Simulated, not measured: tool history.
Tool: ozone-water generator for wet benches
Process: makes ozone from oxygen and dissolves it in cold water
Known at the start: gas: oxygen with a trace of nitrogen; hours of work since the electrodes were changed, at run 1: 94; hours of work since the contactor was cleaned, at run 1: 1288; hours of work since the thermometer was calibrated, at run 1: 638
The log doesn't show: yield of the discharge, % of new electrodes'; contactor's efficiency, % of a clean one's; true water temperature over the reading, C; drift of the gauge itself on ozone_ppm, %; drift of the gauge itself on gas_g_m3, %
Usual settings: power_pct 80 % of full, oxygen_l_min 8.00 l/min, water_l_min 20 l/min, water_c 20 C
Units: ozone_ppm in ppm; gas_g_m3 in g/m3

run	hour	power_pct	oxygen_l_min	water_l_min	water_c	hours of work since the electrodes were changed	hours of work since the contactor was cleaned	hours of work since the thermometer was calibrated	ozone_ppm	gas_g_m3
1	0.0	80	8.00	20	20	94	1288	638	26.5	228.1
2	60.4	80	8.00	19	20	139	1333	683	27.7	224.7
3	102.5	80	8.00	20	20	170	1365	714	26.3	225.1
4	136.7	80	8.00	20	20	195	1390	740	26.5	227.1
5	211.7	80	8.00	20	20	251	1446	795	26.7	225.0
6	255.9	80	8.00	20	20	284	1478	828	26.1	229.3
7	329.5	80	8.00	17	20	338	1533	883	29.3	227.5
8	391.4	87	8.00	17	20	384	1579	929	31.0	239.2
9	450.8	80	11.45	20	20	429	1623	973	26.4	198.0
10	506.5	80	12.19	20	20	470	1664	1014	26.6	195.3
11	546.4	80	12.19	20	20	499	1694	1044	26.6	198.5
12	611.7	80	12.19	20	20	548	1742	1092	26.7	193.8
13	683.6	80	12.19	20	20	601	1796	1146	26.8	195.1
14	724.1	66	8.00	20	20	631	1826	1176	22.7	198.8
15	759.9	80	8.00	20	20	658	1852	1202	26.4	225.1
16	827.9	80	8.00	21	20	708	1903	1253	25.3	230.6
17	860.2	80	6.49	21	27	732	1927	1277	22.2	249.0
18	937.1	73	5.18	14	24	789	1984	1334	28.3	251.2
19	979.3	73	5.18	14	14	821	2015	1365	33.4	249.1
20	1033.6	80	14.07	24	26	861	2056	1405	21.1	186.4
21	1079.5	80	6.33	25	26	895	2090	1439	19.5	249.0
22	1156.8	80	8.00	19	12	952	2147	1497	31.7	230.7
23	1206.2	80	8.00	15	28	989	2184	1533	26.3	226.8
24	1268.8	52	8.00	15	12	1036	2230	1580	27.4	168.9
25	1337.3	52	8.00	15	12	1086	2281	1631	27.5	168.6
26	1397.8	52	8.00	14	12	1131	2326	1676	28.5	170.1
# hour 1461.2: contactor cleaned
27	1476.5	52	8.00	14	12	1187	11	1731	28.4	169.8
28	1518.2	52	8.00	14	12	1218	42	1762	28.3	171.6
29	1559.0	80	8.00	28	21	1248	73	1792	20.2	229.4
30	1625.9	80	8.00	28	21	1298	122	1842	20.3	231.7
31	1663.2	80	8.00	28	21	1325	150	1870	20.3	230.6
32	1704.7	94	7.28	13	20	1356	181	1900	38.5	269.0

Measured less the same run without the tool's hidden state. The same run-to-run variation is in both; the gauge's scatter may not be:
run	gas_g_m3
1	-0.1
2	+0.2
3	+0.3
4	+0.5
5	+0.8
6	+0.9
7	+1.2
8	+1.4
9	+1.5
10	+1.6
11	+1.7
12	+1.8
13	+2.1
14	+2.3
15	+2.7
16	+3.0
17	+3.4
18	+3.7
19	+3.8
20	+3.0
21	+4.2
22	+4.2
23	+4.3
24	+3.4
25	+3.5
26	+3.7
27	+4.0
28	+4.1
29	+5.6
30	+5.9
31	+5.9
32	+7.1
ozone_ppm: within 0.1 ppm of the measured result in every run.
